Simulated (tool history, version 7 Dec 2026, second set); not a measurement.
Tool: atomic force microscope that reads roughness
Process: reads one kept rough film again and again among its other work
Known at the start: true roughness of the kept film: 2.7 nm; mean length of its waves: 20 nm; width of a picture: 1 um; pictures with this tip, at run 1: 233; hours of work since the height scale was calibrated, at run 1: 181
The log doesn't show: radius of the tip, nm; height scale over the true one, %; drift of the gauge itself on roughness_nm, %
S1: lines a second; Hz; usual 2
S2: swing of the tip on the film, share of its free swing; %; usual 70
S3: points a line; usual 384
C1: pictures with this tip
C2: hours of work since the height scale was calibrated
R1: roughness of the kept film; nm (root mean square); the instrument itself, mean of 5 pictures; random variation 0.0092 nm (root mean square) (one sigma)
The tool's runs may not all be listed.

run   hour    S1  S2   S3   C1   C2     R1
  1      0     2  70  384  233  181  1.468
  2    9.8     2  70  384  248  187  1.439
  3   21.9     2  70  384  265  194  1.413
  4   29.9     2  70  384  277  199  1.411
  5   42.7     2  70  384  296  207  1.385
  6   54.3     2  70  384  313  214  1.347
  7   61.6     2  70  384  324  219  1.341
  8   73.4     2  70  384  342  226  1.291
      81.4  -- new tip fitted
  9   82.7     2  70  384    2  232  2.036
 10   91.6     2  70  384   15  237   2.01
 11  108.3  2.83  70  384   40  248  1.872
 12  116.7  2.83  70  384   52  253   1.85
 13  125.2  2.83  70  384   64  258  1.814
 14  132.2  2.83  70  384   75  262  1.788
 15  147.4  2.83  70  384   97  272  1.714
 16  157.7     2  70  480  113  278  1.744
 17  170.2     2  70  480  131  286   1.71
 18  185.6     2  85  384  154  295  1.504
 19  195.1     2  63  384  168  301  1.651
 20  205.3     2  63  384  183  308  1.633
 21  217.3     2  63  384  201  315  1.604
 22  224.6     2  70  384  212  320  1.526
 23  238.4     2  70  384  232  328  1.494
 24  253.6     2  70  384  254  337  1.467
 25  265.8     2  70  384  272  345  1.447
 26  280.8     2  70  384  295  354  1.401
 27  295.3   3.4  70  394  316  363  1.279
 28  307.2   3.4  70  394  334  371  1.266
     320.5  -- new tip fitted
 29  321.4   3.4  55  394    1  379  2.123
 30  337.7   3.4  55  394   25  389  2.054
 31  349.2     2  73  707   42  396  1.944
 32  362.5     2  73  707   62  405  1.887
 33  376.7     2  73  707   83  413  1.828
 34  393.5     2  73  707  108  424  1.748
 35  403.5     2  75  707  122  430  1.709
 36  415.1  0.83  84  384  140  437  1.719
 37  427.5  0.83  84  384  158  445  1.639
 38    439  0.83  84  384  175  452  1.629
 39    449  0.83  84  384  190  458  1.589
 40  464.4  3.86  83  384  213  468  1.267
 41    476  3.86  61  485  230  475  1.499
 42  492.9     2  88  469  255  485  1.312
 43    503     2  88  469  270  492  1.293
 44  513.8     2  88  469  286  498  1.272
 45  525.5  3.23  68  469  303  505  1.346
 46  533.1   2.6  58  341  314  510   1.39
 47  547.6  2.81  68  506  336  519  1.317
 48    557  2.81  68  506  350  525  1.294

Hidden state at the last listed run before each entry between runs and at the first one after, where it differs:
Between runs 8 and 9: new tip fitted (hour 81.4)
  radius of the tip, nm: 33 -> 7.5; height scale over the true one, %: 0.38 -> 0.39
  measured less the result without the state, R1: -0.749 -> -0.015 nm (root mean square)
Between runs 28 and 29: new tip fitted (hour 320.5)
  radius of the tip, nm: 31.6 -> 7.2; height scale over the true one, %: 0.59 -> 0.6
  measured less the result without the state, R1: -0.688 -> +0.002 nm (root mean square)
